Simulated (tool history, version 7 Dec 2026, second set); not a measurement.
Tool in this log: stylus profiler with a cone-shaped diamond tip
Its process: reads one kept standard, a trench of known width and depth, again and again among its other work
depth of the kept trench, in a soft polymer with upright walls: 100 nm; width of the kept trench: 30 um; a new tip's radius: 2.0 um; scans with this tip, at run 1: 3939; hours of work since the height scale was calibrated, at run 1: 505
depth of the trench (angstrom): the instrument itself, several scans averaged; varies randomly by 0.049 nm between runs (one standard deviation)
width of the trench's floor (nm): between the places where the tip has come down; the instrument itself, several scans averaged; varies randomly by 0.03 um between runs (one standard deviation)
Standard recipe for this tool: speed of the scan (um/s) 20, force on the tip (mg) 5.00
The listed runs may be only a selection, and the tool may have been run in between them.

| run | day | speed of the scan (um/s) | force on the tip (mg) | scans with this tip | hours of work since the height scale was calibrated | depth of the trench (angstrom) | width of the trench's floor (nm) |
|---|---|---|---|---|---|---|---|
| 1 | 0.000 | 20 | 5.00 | 3939 | 505 | 1026.2 | 28650 |
| 2 | 1.192 | 20 | 4.61 | 4047 | 519 | 1025.3 | 28660 |
| 3 | 1.983 | 10 | 5.00 | 4119 | 528 | 1026.2 | 28690 |
| 4 | 3.288 | 20 | 5.00 | 4238 | 544 | 1026.9 | 28650 |
| 5 | 4.350 | 20 | 5.00 | 4335 | 556 | 1027.5 | 28690 |
| 6 | 5.796 | 20 | 2.32 | 4467 | 573 | 1014.9 | 28590 |
| 7 | 6.650 | 20 | 2.32 | 4544 | 583 | 1015.0 | 28600 |
| 8 | 7.312 | 20 | 11.27 | 4605 | 591 | 1046.5 | 28670 |
| 9 | 8.125 | 20 | 13.24 | 4679 | 600 | 1052.0 | 28640 |
| 10 | 9.275 | 20 | 3.57 | 4783 | 614 | 1021.4 | 28640 |
| 11 | 10.654 | 20 | 3.57 | 4909 | 630 | 1021.2 | 28600 |
| 12 | 11.875 | 20 | 5.00 | 5020 | 644 | 1026.1 | 28650 |
| 13 | 13.196 | 20 | 5.00 | 5140 | 659 | 1025.9 | 28620 |
| 14 | 14.075 | 58 | 5.00 | 5221 | 670 | 1025.7 | 28590 |
| 15 | 15.454 | 20 | 5.00 | 5346 | 686 | 1026.7 | 28640 |
| 16 | 16.392 | 20 | 7.31 | 5431 | 697 | 1034.4 | 28650 |
| 17 | 17.583 | 20 | 7.31 | 5540 | 711 | 1034.0 | 28700 |
| 18 | 18.896 | 6 | 5.00 | 5660 | 726 | 1026.0 | 28720 |
| 19 | 20.138 | 6 | 5.00 | 5773 | 741 | 1026.6 | 28700 |
| 20 | 21.029 | 20 | 11.02 | 5854 | 751 | 1045.8 | 28670 |
| 21 | 22.271 | 20 | 11.02 | 5967 | 765 | 1044.4 | 28640 |
| 22 | 22.979 | 39 | 8.49 | 6032 | 774 | 1038.1 | 28670 |
| 23 | 24.288 | 39 | 8.49 | 6151 | 789 | 1037.8 | 28590 |
| 24 | 25.358 | 9 | 5.98 | 6248 | 801 | 1029.8 | 28630 |
| 25 | 26.458 | 32 | 3.52 | 6348 | 814 | 1020.0 | 28640 |
| 26 | 27.904 | 32 | 3.52 | 6480 | 831 | 1019.7 | 28610 |
| 27 | 28.671 | 9 | 10.19 | 6550 | 840 | 1043.0 | 28660 |
| 28 | 29.371 | 9 | 10.19 | 6613 | 848 | 1042.3 | 28630 |
| 29 | 30.058 | 9 | 10.19 | 6676 | 856 | 1042.7 | 28680 |
| 30 | 31.483 | 20 | 2.98 | 6806 | 873 | 1017.0 | 28670 |
| 31 | 32.754 | 6 | 6.82 | 6922 | 888 | 1032.7 | 28650 |
| 32 | 33.571 | 71 | 5.00 | 6996 | 897 | 1026.4 | 28510 |
| 33 | 34.525 | 20 | 10.00 | 7083 | 909 | 1042.3 | 28650 |
| 34 | 35.712 | 20 | 10.00 | 7191 | 922 | 1042.2 | 28620 |
| 35 | 36.321 | 10 | 13.08 | 7246 | 930 | 1049.6 | 28700 |
| 36 | 36.921 | 11 | 3.55 | 7301 | 937 | 1019.6 | 28580 |

Forecast run 37:
| 37 | 37.742 | 12 | 1.87 | 7376 | 946 | ? | ? |

{"run 37": {"depth of the trench (angstrom)": 1012.1, "width of the trench's floor (nm)": 28660}}
Without the tool's hidden state the same run would have given depth of the trench (angstrom) 1014.6, width of the trench's floor (nm) 28750.
